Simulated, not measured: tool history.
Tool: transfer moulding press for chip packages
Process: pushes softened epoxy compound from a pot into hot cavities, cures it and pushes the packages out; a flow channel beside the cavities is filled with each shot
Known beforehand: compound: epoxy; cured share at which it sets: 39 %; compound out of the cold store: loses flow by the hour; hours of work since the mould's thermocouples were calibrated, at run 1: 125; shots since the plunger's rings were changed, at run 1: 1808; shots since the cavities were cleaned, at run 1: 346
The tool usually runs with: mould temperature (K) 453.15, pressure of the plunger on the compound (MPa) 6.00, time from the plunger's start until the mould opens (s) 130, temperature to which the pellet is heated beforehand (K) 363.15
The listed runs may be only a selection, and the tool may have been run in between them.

| run | hour | mould temperature (K) | pressure of the plunger on the compound (MPa) | time from the plunger's start until the mould opens (s) | temperature to which the pellet is heated beforehand (K) | hours of work since the mould's thermocouples were calibrated | shots since the plunger's rings were changed | shots since the cavities were cleaned | incoming compound's hours out of the cold store | length that the compound runs in the flow channel (mm) | greatest force on the pins that push the packages out (N) |
|---|---|---|---|---|---|---|---|---|---|---|---|
| 1 | 0.0 | 453.15 | 6.00 | 130 | 363.15 | 125 | 1808 | 346 | 20.7 | 596 | 248 |
|  | 7.5 | cavities cleaned with cleaning compound and waxed |
| 2 | 17.9 | 453.15 | 6.00 | 130 | 371.15 | 138 | 1985 | 112 | 15.6 | 608 | 267 |
| 3 | 26.3 | 453.15 | 6.00 | 130 | 371.15 | 145 | 2075 | 202 | 47.7 | 536 | 254 |
| 4 | 42.2 | 453.15 | 6.00 | 130 | 371.15 | 157 | 2245 | 372 | 42.6 | 551 | 266 |
|  | 47.9 | cavities cleaned with cleaning compound and waxed |
| 5 | 52.9 | 453.15 | 6.00 | 130 | 371.15 | 165 | 2345 | 55 | 21.7 | 598 | 214 |
|  | 62.5 | cavities cleaned with cleaning compound and waxed, once more |
| 6 | 62.5 | 453.15 | 6.00 | 130 | 371.15 | 171 | 2432 | 0 | 8.8 | 619 | 197 |
| 7 | 79.1 | 453.15 | 6.91 | 130 | 363.15 | 184 | 2610 | 178 | 42.6 | 583 | 224 |
| 8 | 93.7 | 453.15 | 6.91 | 130 | 363.15 | 196 | 2767 | 335 | 19.9 | 638 | 257 |
|  | 102.4 | cavities cleaned with cleaning compound and waxed |
| 9 | 106.7 | 453.15 | 6.91 | 130 | 363.15 | 205 | 2891 | 47 | 31.9 | 610 | 201 |
| 10 | 115.1 | 453.15 | 6.91 | 130 | 363.15 | 212 | 2981 | 137 | 21.7 | 635 | 224 |
| 11 | 126.3 | 453.15 | 6.91 | 130 | 363.15 | 220 | 3101 | 257 | 25.3 | 622 | 237 |
| 12 | 133.2 | 453.15 | 6.91 | 130 | 363.15 | 226 | 3176 | 332 | 46.7 | 572 | 231 |
|  | 142.6 | cavities cleaned with cleaning compound and waxed |
| 13 | 143.3 | 453.15 | 6.91 | 130 | 363.15 | 233 | 3268 | 8 | 28.1 | 620 | 201 |
| 14 | 154.0 | 453.15 | 6.00 | 130 | 363.15 | 241 | 3383 | 123 | 26.4 | 572 | 225 |
| 15 | 169.0 | 452.15 | 6.00 | 133 | 363.15 | 253 | 3545 | 285 | 29.4 | 571 | 238 |
|  | 182.8 | cavities cleaned with cleaning compound and waxed |
| 16 | 183.3 | 450.15 | 6.00 | 130 | 369.15 | 263 | 3682 | 5 | 42.1 | 552 | 226 |
| 17 | 195.9 | 452.15 | 6.00 | 130 | 362.15 | 273 | 3817 | 140 | 27.6 | 575 | 230 |
| 18 | 207.2 | 452.15 | 6.00 | 130 | 362.15 | 282 | 3939 | 262 | 41.8 | 537 | 238 |
|  | 222.9 | cavities cleaned with cleaning compound and waxed |
| 19 | 225.4 | 452.15 | 6.64 | 130 | 363.15 | 295 | 4118 | 26 | 27.6 | 593 | 229 |
| 20 | 239.3 | 451.15 | 4.61 | 130 | 356.15 | 306 | 4268 | 176 | 11.7 | 541 | 262 |
| 21 | 255.0 | 448.15 | 5.38 | 130 | 363.15 | 319 | 4437 | 345 | 28.3 | 554 | 317 |
|  | 262.6 | cavities cleaned with cleaning compound and waxed |
| 22 | 266.3 | 453.15 | 4.71 | 130 | 363.15 | 326 | 4542 | 40 | 13.1 | 534 | 226 |
| 23 | 276.0 | 453.15 | 5.30 | 140 | 356.15 | 334 | 4646 | 144 | 39.2 | 511 | 200 |
| 24 | 290.4 | 453.15 | 4.84 | 155 | 355.15 | 345 | 4801 | 299 | 27.4 | 514 | 198 |
|  | 302.9 | cavities cleaned with cleaning compound and waxed |
| 25 | 305.2 | 453.15 | 5.45 | 112 | 355.15 | 356 | 4944 | 25 | 46.0 | 510 | 267 |
| 26 | 321.4 | 461.15 | 6.48 | 132 | 358.15 | 369 | 5118 | 199 | 8.6 | 607 | 186 |
| 27 | 335.4 | 449.15 | 5.39 | 167 | 364.15 | 380 | 5268 | 349 | 25.1 | 560 | 220 |

Measured result minus the same run's result without the hidden state. Both carry the same run-to-run variation, though not necessarily the same gauge scatter:
Hidden state at play: true mould temperature over the reading, C; pressure that reaches the compound, % of what is set; grip of the stained cavities, % over clean ones'; drift of the gauge itself on flow_mm, %; drift of the gauge itself on push_out_n, %.
| run | length that the compound runs in the flow channel (mm) | greatest force on the pins that push the packages out (N) |
|---|---|---|
| 1 | -11 | +46 |
| 2 | -12 | +72 |
| 3 | -11 | +71 |
| 4 | -11 | +80 |
| 5 | -13 | +12 |
| 6 | -14 | +8 |
| 7 | -14 | +28 |
| 8 | -16 | +47 |
| 9 | -16 | +11 |
| 10 | -17 | +22 |
| 11 | -17 | +36 |
| 12 | -17 | +42 |
| 13 | -18 | +11 |
| 14 | -17 | +28 |
| 15 | -18 | +43 |
| 16 | -19 | +8 |
| 17 | -20 | +25 |
| 18 | -20 | +37 |
| 19 | -22 | +11 |
| 20 | -20 | +36 |
| 21 | -22 | +63 |
| 22 | -22 | +19 |
| 23 | -21 | +25 |
| 24 | -22 | +34 |
| 25 | -22 | +17 |
| 26 | -28 | +22 |
| 27 | -25 | +41 |
